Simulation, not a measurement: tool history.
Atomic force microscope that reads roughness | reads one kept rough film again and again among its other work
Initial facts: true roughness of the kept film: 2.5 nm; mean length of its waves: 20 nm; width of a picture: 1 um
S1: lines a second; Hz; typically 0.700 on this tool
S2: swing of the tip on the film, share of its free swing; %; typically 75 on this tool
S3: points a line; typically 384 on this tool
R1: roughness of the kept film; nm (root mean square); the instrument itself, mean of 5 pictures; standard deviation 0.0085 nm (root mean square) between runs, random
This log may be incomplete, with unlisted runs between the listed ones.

| run | hour | S1 | S2 | S3 | R1 |
|---|---|---|---|---|---|
| 1 | 0.0 | 0.700 | 75 | 384 | 1.877 |
|  | 2.5 | new tip fitted |
| 2 | 22.7 | 0.700 | 75 | 826 | 1.898 |
| 3 | 39.5 | 0.700 | 75 | 384 | 1.878 |
| 4 | 53.2 | 0.700 | 75 | 543 | 1.877 |
| 5 | 70.6 | 0.700 | 75 | 543 | 1.868 |
| 6 | 90.7 | 0.700 | 75 | 543 | 1.881 |
| 7 | 102.7 | 0.700 | 75 | 777 | 1.883 |
|  | 111.9 | new tip fitted |
| 8 | 116.7 | 0.700 | 75 | 777 | 1.892 |
| 9 | 137.5 | 0.700 | 75 | 777 | 1.880 |
| 10 | 150.3 | 0.700 | 75 | 777 | 1.895 |
| 11 | 172.2 | 0.700 | 75 | 777 | 1.904 |
| 12 | 185.0 | 0.700 | 56 | 384 | 1.939 |
| 13 | 195.1 | 0.700 | 56 | 384 | 1.939 |
| 14 | 218.8 | 0.700 | 56 | 384 | 1.935 |
|  | 221.1 | new tip fitted |
| 15 | 237.8 | 3.318 | 63 | 261 | 1.715 |
| 16 | 247.7 | 1.301 | 71 | 384 | 1.816 |
| 17 | 261.6 | 1.583 | 75 | 384 | 1.761 |
| 18 | 276.1 | 0.555 | 59 | 465 | 1.949 |
| 19 | 287.1 | 1.593 | 63 | 465 | 1.851 |
| 20 | 305.1 | 0.591 | 58 | 770 | 1.963 |
| 21 | 319.5 | 0.591 | 58 | 770 | 1.956 |
|  | 330.7 | new tip fitted |
| 22 | 342.0 | 0.700 | 75 | 470 | 1.887 |
| 23 | 364.4 | 2.012 | 73 | 348 | 1.725 |
| 24 | 379.8 | 0.837 | 65 | 381 | 1.905 |
| 25 | 401.8 | 0.837 | 65 | 381 | 1.896 |
| 26 | 424.4 | 0.953 | 75 | 460 | 1.855 |
|  | 439.6 | new tip fitted |
| 27 | 440.7 | 0.953 | 75 | 460 | 1.856 |
| 28 | 459.7 | 0.953 | 75 | 460 | 1.845 |

3 ways to go on from here, each from the tool as it stands after run 28. What would each give?
| A | 482.4 | 1.800 | 69 | 710 | ? |
| B | 482.4 | 0.736 | 67 | 350 | ? |
| C | 482.4 | 3.507 | 75 | 384 | ? |

| run | R1 |
|---|---|
| A | 1.817 |
| B | 1.900 |
| C | 1.553 |
Without the tool's hidden state the same runs would have given:
| run | R1 |
|---|---|
| A | 1.819 |
| B | 1.902 |
| C | 1.554 |
